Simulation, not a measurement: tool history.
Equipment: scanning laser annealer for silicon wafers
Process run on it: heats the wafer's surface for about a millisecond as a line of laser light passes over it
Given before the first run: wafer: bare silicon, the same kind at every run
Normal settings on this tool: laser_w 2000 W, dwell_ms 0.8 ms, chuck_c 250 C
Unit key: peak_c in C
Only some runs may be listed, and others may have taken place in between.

run   hour  laser_w  dwell_ms  chuck_c  peak_c
  1      0     2000       0.8      250     999
  2   10.1     2109       0.8      250    1035
  3   21.4     2000     0.619      250     910
  4   37.5     2000       0.8      250    1000
      40.5  -- window over the wafer cleaned
  5   52.3     2000       0.8      250     992
  6   63.9     2000       0.8      250     994
      71.4  -- window over the wafer cleaned, once more
  7   79.9     2000     0.582      250     898
  8   90.5     2000     0.582      250     894
  9  100.3     2000     0.582      250     901
 10  113.7     1979       0.8      250     998
 11  122.6     1979       0.8      250    1001
 12    134     2000     0.595      286     938

5 ways to go on from here, each from the tool as it stands after run 12. What would each give?
  A  143.1     2000     0.565      241       ?
  B  143.1     1891      0.61      257       ?
  C  143.1     2000     0.595      217       ?
  D  143.1     1727      0.91      227       ?
  E  143.1     2000       0.8      270       ?

run  peak_c
  A     878
  B     888
  C     868
  D     932
  E    1026
Had the tool no hidden state, the same runs would have come out as:
run  peak_c
  A     880
  B     890
  C     871
  D     935
  E    1029

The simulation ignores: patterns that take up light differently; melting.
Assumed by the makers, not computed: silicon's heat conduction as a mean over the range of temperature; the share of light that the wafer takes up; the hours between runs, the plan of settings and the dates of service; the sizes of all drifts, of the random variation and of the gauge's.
